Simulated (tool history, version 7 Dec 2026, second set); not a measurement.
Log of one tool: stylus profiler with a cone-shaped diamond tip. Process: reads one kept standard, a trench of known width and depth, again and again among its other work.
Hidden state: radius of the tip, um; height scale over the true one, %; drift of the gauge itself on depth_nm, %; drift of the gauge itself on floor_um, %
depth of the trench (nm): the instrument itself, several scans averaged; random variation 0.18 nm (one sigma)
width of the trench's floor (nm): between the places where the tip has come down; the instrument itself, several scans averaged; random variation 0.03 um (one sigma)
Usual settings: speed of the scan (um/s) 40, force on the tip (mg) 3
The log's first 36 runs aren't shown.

run    hour  speed of the scan (um/s)  force on the tip (mg)  scans with this tip  hours of work since the height scale was calibrated  depth of the trench (nm)  width of the trench's floor (nm)
 37  1189.8                        30                   2.71                  521                                                   43                    1006.2                             15850
 38  1224.4                        28                   2.58                  844                                                   70                   1006.01                             15760
 39  1254.7                        13                   1.68                 1127                                                   93                   1004.92                             15910
 40  1277.3                        82                   5.12                 1338                                                  111                   1009.54                             15650
 41  1318.8                        64                   4.25                 1726                                                  143                   1008.59                             15690
 42  1341.8                        92                   2.06                 1940                                                  161                   1005.25                             15370
 43  1361.9                        81                   1.37                 2128                                                  176                    1004.1                             15360
 44  1400.5                        81                   1.37                 2489                                                  206                   1003.87                             15330
 45  1423.2                        12                   6.99                 2700                                                  224                   1011.88                             15980

Forecast each of these 3 alternatives for the next run:
  A  1457.2                        34                      3                 3018                                                  250                         ?                                 ?
  B  1457.2                        18                   1.28                 3018                                                  250                         ?                                 ?
  C  1457.2                        40                   1.08                 3018                                                  250                         ?                                 ?

run  depth of the trench (nm)  width of the trench's floor (nm)
  A                    1006.9                             15790
  B                   1003.84                             15850
  C                   1003.56                             15640
Without the tool's hidden state the same runs would have given:
run  depth of the trench (nm)  width of the trench's floor (nm)
  A                   1006.91                             15790
  B                   1003.84                             15850
  C                   1003.56                             15640

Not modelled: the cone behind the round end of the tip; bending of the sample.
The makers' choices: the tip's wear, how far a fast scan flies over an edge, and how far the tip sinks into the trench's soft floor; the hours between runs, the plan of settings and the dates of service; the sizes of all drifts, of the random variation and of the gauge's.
